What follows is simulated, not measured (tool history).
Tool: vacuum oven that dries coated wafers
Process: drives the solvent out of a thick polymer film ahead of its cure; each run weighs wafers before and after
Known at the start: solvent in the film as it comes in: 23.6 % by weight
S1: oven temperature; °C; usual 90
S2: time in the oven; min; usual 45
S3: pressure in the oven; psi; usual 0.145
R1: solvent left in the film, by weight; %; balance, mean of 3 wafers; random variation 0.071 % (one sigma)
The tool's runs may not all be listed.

run	hour	S1	S2	S3	R1
1	0	90	45	0.145	5.46
2	31.5	90	34	0.145	7.42
3	48.7	90	34	0.145	7.4
4	70.1	90	43	0.145	5.83
5	96.3	90	43	0.145	5.6
6	126.7	90	43	0.145	5.75
7	167.9	98	43	0.145	2.76
8	187.2	98	43	0.145	2.71
# hour 191.3: vacuum gauge cleaned of residue and calibrated
9	208.2	105	45	0.145	1.17
10	238.9	79	45	0.477	11.77
11	272.5	79	45	0.477	11.95
12	304.9	79	45	0.477	12.04
# hour 333.9: vacuum gauge cleaned of residue and calibrated, once more
13	347.4	79	46	0.113	10.14
14	366	102	50	0.141	1.3
15	383.8	102	50	0.141	1.36
16	408.5	102	50	0.141	1.27
17	438.4	102	50	0.141	1.35

Forecast each of these 4 alternatives for the next run:
A	458.1	102	70	0.576	?
B	458.1	94	32	0.141	?
C	458.1	95	34	0.133	?
D	458.1	93	34	0.318	?

run	R1
A	2.11
B	5.95
C	5.14
D	6.73
Without the tool's hidden state the same runs would have given:
run	R1
A	1.99
B	5.52
C	4.73
D	6.29

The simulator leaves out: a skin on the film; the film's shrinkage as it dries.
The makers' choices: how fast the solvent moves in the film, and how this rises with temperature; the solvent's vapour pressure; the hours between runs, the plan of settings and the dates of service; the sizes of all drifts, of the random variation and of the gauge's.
